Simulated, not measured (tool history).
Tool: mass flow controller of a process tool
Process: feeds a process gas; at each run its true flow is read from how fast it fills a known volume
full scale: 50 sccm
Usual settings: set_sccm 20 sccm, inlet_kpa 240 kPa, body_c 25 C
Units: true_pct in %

run 1 hour=0.0 | set_sccm=20 inlet_kpa=240 body_c=25 | true_pct=98.41
run 2 hour=62.9 | set_sccm=20 inlet_kpa=240 body_c=25 | true_pct=98.37
run 3 hour=200.5 | set_sccm=20 inlet_kpa=240 body_c=25 | true_pct=98.11
run 4 hour=321.2 | set_sccm=20 inlet_kpa=240 body_c=25 | true_pct=98.25
run 5 hour=394.9 | set_sccm=20 inlet_kpa=240 body_c=25 | true_pct=98.13
run 6 hour=476.9 | set_sccm=20 inlet_kpa=240 body_c=25 | true_pct=98.19
run 7 hour=544.0 | set_sccm=8 inlet_kpa=240 body_c=25 | true_pct=97.12
run 8 hour=629.3 | set_sccm=20 inlet_kpa=240 body_c=31 | true_pct=98.62
run 9 hour=773.8 | set_sccm=20 inlet_kpa=240 body_c=31 | true_pct=98.74
run 10 hour=896.2 | set_sccm=20 inlet_kpa=240 body_c=31 | true_pct=98.64
run 11 hour=1008.1 | set_sccm=20 inlet_kpa=240 body_c=31 | true_pct=98.69
run 12 hour=1123.5 | set_sccm=20 inlet_kpa=240 body_c=25 | true_pct=98.14
run 13 hour=1207.5 | set_sccm=20 inlet_kpa=240 body_c=25 | true_pct=98.24
run 14 hour=1348.9 | set_sccm=20 inlet_kpa=240 body_c=25 | true_pct=98.21
run 15 hour=1417.7 | set_sccm=20 inlet_kpa=240 body_c=25 | true_pct=98.19
run 16 hour=1486.2 | set_sccm=20 inlet_kpa=240 body_c=25 | true_pct=98.18
run 17 hour=1585.7 | set_sccm=20 inlet_kpa=233 body_c=25 | true_pct=98.28
run 18 hour=1698.7 | set_sccm=12 inlet_kpa=240 body_c=38 | true_pct=98.45
run 19 hour=1837.4 | set_sccm=12 inlet_kpa=240 body_c=38 | true_pct=98.47
run 20 hour=1975.0 | set_sccm=41 inlet_kpa=240 body_c=38 | true_pct=100.31
run 21 hour=2088.0 | set_sccm=20 inlet_kpa=235 body_c=25 | true_pct=98.04
run 22 hour=2188.1 | set_sccm=49 inlet_kpa=218 body_c=23 | true_pct=99.58
run 23 hour=2253.1 | set_sccm=49 inlet_kpa=218 body_c=23 | true_pct=99.70
run 24 hour=2358.5 | set_sccm=20 inlet_kpa=142 body_c=21 | true_pct=98.58
run 25 hour=2421.5 | set_sccm=23 inlet_kpa=173 body_c=21 | true_pct=98.43
run 26 hour=2513.9 | set_sccm=43 inlet_kpa=237 body_c=39 | true_pct=100.35
run 27 hour=2639.4 | set_sccm=20 inlet_kpa=178 body_c=30 | true_pct=99.06
run 28 hour=2705.4 | set_sccm=38 inlet_kpa=214 body_c=21 | true_pct=99.02
run 29 hour=2773.0 | set_sccm=6 inlet_kpa=216 body_c=26 | true_pct=96.17
run 30 hour=2836.6 | set_sccm=15 inlet_kpa=146 body_c=35 | true_pct=99.15
run 31 hour=2923.2 | set_sccm=13 inlet_kpa=236 body_c=22 | true_pct=97.27
run 32 hour=3053.8 | set_sccm=13 inlet_kpa=236 body_c=22 | true_pct=97.32
run 33 hour=3196.3 | set_sccm=6 inlet_kpa=236 body_c=33 | true_pct=96.41

Some steps in true_pct between neighbouring runs. How much of each would the tool show without its hidden state too (settings, what came in, random variation), and how much is left for the hidden state, with any gauge scatter that isn't in both results?
The hidden state here: flow at rest that the sensor doesn't see, % of full scale; true flow over the shown one, %; drift of the gauge itself on true_pct, %.
Run 20 -> 21: set_sccm 41 -> 20, inlet_kpa 240 -> 235, body_c 38 -> 25. true_pct -2.27 %: hidden state -0.36, all else -1.91.
Run 28 -> 29: set_sccm 38 -> 6, inlet_kpa 214 -> 216, body_c 21 -> 26. true_pct -2.85 %: hidden state -2.12, all else -0.73.
Run 29 -> 30: set_sccm 6 -> 15, inlet_kpa 216 -> 146, body_c 26 -> 35. true_pct +2.98 %: hidden state +1.51, all else +1.47.
Run 32 -> 33: set_sccm 13 -> 6, body_c 22 -> 33. true_pct -0.91 %: hidden state -1.44, all else +0.53.
